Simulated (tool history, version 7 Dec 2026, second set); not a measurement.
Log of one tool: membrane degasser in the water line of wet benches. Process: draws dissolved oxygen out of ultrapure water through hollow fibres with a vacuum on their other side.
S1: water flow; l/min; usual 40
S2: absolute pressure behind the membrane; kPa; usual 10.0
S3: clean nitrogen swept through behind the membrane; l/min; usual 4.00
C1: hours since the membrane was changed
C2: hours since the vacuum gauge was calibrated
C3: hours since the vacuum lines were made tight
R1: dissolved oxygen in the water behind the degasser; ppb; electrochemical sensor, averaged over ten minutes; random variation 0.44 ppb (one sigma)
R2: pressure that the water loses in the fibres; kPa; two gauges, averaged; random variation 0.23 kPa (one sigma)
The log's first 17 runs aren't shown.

| run | hour | S1 | S2 | S3 | C1 | C2 | C3 | R1 | R2 |
|---|---|---|---|---|---|---|---|---|---|
| 18 | 1125.8 | 39 | 21.4 | 4.00 | 2599 | 2878 | 6951 | 403.5 | 56.70 |
| 19 | 1204.2 | 39 | 21.4 | 4.00 | 2678 | 2956 | 7030 | 404.0 | 56.85 |
| 20 | 1294.5 | 34 | 8.8 | 4.00 | 2768 | 3047 | 7120 | 115.0 | 49.47 |
| 21 | 1372.6 | 29 | 23.6 | 9.18 | 2846 | 3125 | 7198 | 158.3 | 41.98 |
| 22 | 1421.8 | 64 | 10.1 | 6.89 | 2895 | 3174 | 7247 | 159.5 | 92.83 |
| 23 | 1479.7 | 64 | 10.1 | 6.89 | 2953 | 3232 | 7305 | 159.6 | 93.11 |
| 24 | 1527.9 | 38 | 6.6 | 5.07 | 3001 | 3280 | 7354 | 63.6 | 55.31 |
| 25 | 1599.9 | 38 | 6.6 | 5.07 | 3073 | 3352 | 7425 | 63.6 | 55.08 |
| 26 | 1677.4 | 28 | 6.6 | 5.07 | 3151 | 3430 | 7503 | 46.9 | 40.87 |
| 27 | 1736.8 | 50 | 13.6 | 6.62 | 3210 | 3489 | 7562 | 189.9 | 72.84 |
| 28 | 1813.1 | 50 | 13.6 | 6.62 | 3287 | 3565 | 7639 | 190.1 | 73.17 |

The next listed run, before its measurement:
| 29 | 1872.7 | 35 | 16.9 | 6.51 | 3346 | 3625 | 7698 | ? | ? |

R1: 176.8 ppb
R2: 50.98 kPa
Had the tool carried no hidden state, the very same run would have given R1 175.4 ppb, R2 50.15 kPa.
